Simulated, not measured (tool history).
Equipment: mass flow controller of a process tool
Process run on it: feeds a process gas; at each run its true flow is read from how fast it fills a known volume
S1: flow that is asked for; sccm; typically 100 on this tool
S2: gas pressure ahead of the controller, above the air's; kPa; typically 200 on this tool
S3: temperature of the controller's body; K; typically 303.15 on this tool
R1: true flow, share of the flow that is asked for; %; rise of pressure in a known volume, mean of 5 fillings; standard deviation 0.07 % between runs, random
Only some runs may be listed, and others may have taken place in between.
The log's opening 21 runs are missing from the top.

run,hour,S1,S2,S3,R1
22,2137.6,100,143,307.15,99.10
23,2253.5,100,143,307.15,99.05
24,2346.7,24,143,301.15,98.68
25,2457.9,88,160,303.15,99.15
26,2570.4,116,263,300.15,99.06
27,2626.6,24,189,295.15,98.94
28,2689.8,32,179,295.15,99.03
29,2783.8,30,181,297.15,98.97
30,2873.5,30,181,297.15,98.89
31,2971.8,89,200,302.15,99.03
32,3034.9,64,196,308.15,98.41
33,3127.2,29,230,308.15,98.18
34,3195.7,51,147,308.15,98.55
35,3332.0,51,153,308.15,98.51
36,3394.0,51,153,308.15,98.60
37,3520.3,51,153,308.15,98.68

Predict each of these 3 candidate next runs independently; none follows another, all start after run 37:
A,3640.2,100,260,296.15,?
B,3640.2,33,151,294.15,?
C,3640.2,149,200,303.15,?

run,R1
A,99.13
B,99.21
C,99.35
With no hidden state in the tool, these same runs would have given:
run,R1
A,99.13
B,99.22
C,99.35
